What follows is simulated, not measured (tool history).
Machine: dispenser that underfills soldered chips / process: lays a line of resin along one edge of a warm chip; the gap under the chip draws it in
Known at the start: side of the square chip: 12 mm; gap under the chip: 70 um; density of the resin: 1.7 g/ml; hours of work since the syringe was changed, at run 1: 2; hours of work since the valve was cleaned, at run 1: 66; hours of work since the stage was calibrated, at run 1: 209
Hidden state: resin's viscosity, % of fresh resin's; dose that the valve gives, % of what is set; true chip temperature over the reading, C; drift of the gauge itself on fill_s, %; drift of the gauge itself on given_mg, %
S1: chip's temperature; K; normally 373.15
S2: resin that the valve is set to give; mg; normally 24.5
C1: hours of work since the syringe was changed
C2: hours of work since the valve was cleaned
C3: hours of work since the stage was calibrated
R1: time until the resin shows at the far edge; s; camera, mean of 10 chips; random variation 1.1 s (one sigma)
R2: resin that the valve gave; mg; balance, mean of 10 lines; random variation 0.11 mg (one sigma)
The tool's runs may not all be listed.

{"run": 1, "hour": 0.0, "S1": 373.15, "S2": 24.5, "C1": 2, "C2": 66, "C3": 209, "R1": 121.5, "R2": 23.32}
{"run": 2, "hour": 7.1, "S1": 373.15, "S2": 24.5, "C1": 7, "C2": 71, "C3": 214, "R1": 161.2, "R2": 23.01}
{"hour": 13.3, "done": "new syringe of resin"}
{"run": 3, "hour": 15.8, "S1": 373.15, "S2": 24.5, "C1": 2, "C2": 77, "C3": 220, "R1": 121.3, "R2": 23.21}
{"run": 4, "hour": 21.5, "S1": 373.15, "S2": 24.5, "C1": 6, "C2": 81, "C3": 224, "R1": 155.2, "R2": 22.87}
{"run": 5, "hour": 27.0, "S1": 373.15, "S2": 24.5, "C1": 10, "C2": 85, "C3": 228, "R1": 197.4, "R2": 22.76}
{"hour": 29.4, "done": "new syringe of resin"}
{"run": 6, "hour": 34.8, "S1": 373.15, "S2": 24.5, "C1": 4, "C2": 90, "C3": 233, "R1": 139.0, "R2": 22.76}
{"run": 7, "hour": 40.4, "S1": 388.15, "S2": 24.5, "C1": 8, "C2": 94, "C3": 237, "R1": 113.3, "R2": 22.66}
{"hour": 44.9, "done": "new syringe of resin"}
{"run": 8, "hour": 47.9, "S1": 388.15, "S2": 24.5, "C1": 2, "C2": 99, "C3": 242, "R1": 80.5, "R2": 22.47}
{"run": 9, "hour": 52.6, "S1": 373.15, "S2": 24.5, "C1": 5, "C2": 103, "C3": 245, "R1": 147.5, "R2": 22.71}
{"hour": 55.7, "done": "dispensing valve cleaned and set on the balance"}
{"run": 10, "hour": 57.2, "S1": 371.15, "S2": 24.5, "C1": 8, "C2": 1, "C3": 248, "R1": 179.9, "R2": 24.41}
{"hour": 61.8, "done": "new syringe of resin"}
{"run": 11, "hour": 63.3, "S1": 371.15, "S2": 24.5, "C1": 1, "C2": 5, "C3": 252, "R1": 123.8, "R2": 24.17}
{"run": 12, "hour": 71.8, "S1": 371.15, "S2": 24.5, "C1": 7, "C2": 11, "C3": 258, "R1": 174.6, "R2": 24.26}
{"run": 13, "hour": 76.0, "S1": 373.15, "S2": 24.5, "C1": 10, "C2": 14, "C3": 261, "R1": 199.5, "R2": 24.08}
{"hour": 77.7, "done": "new syringe of resin"}
{"run": 14, "hour": 85.1, "S1": 373.15, "S2": 24.5, "C1": 5, "C2": 20, "C3": 267, "R1": 151.3, "R2": 24.09}
{"run": 15, "hour": 92.1, "S1": 373.15, "S2": 24.5, "C1": 10, "C2": 25, "C3": 272, "R1": 197.5, "R2": 23.97}
{"hour": 93.3, "done": "new syringe of resin"}
{"run": 16, "hour": 98.2, "S1": 373.15, "S2": 24.5, "C1": 3, "C2": 29, "C3": 276, "R1": 134.8, "R2": 23.97}
{"run": 17, "hour": 107.1, "S1": 373.15, "S2": 27.2, "C1": 10, "C2": 36, "C3": 283, "R1": 186.6, "R2": 26.58}
{"hour": 109.0, "done": "new syringe of resin"}
{"run": 18, "hour": 111.9, "S1": 373.15, "S2": 24.5, "C1": 2, "C2": 39, "C3": 286, "R1": 124.3, "R2": 23.68}
{"run": 19, "hour": 116.6, "S1": 373.15, "S2": 24.5, "C1": 5, "C2": 42, "C3": 289, "R1": 152.7, "R2": 23.64}

What does the tool deliver on the next run?
{"run": 20, "hour": 120.3, "S1": 384.15, "S2": 26.5, "C1": 8, "C2": 45, "C3": 292, "R1": "?", "R2": "?"}

{"run 20": {"R1": 124.9, "R2": 25.55}}
Had the tool carried no hidden state, the very same run would have given R1 75.0 s, R2 26.59 mg.
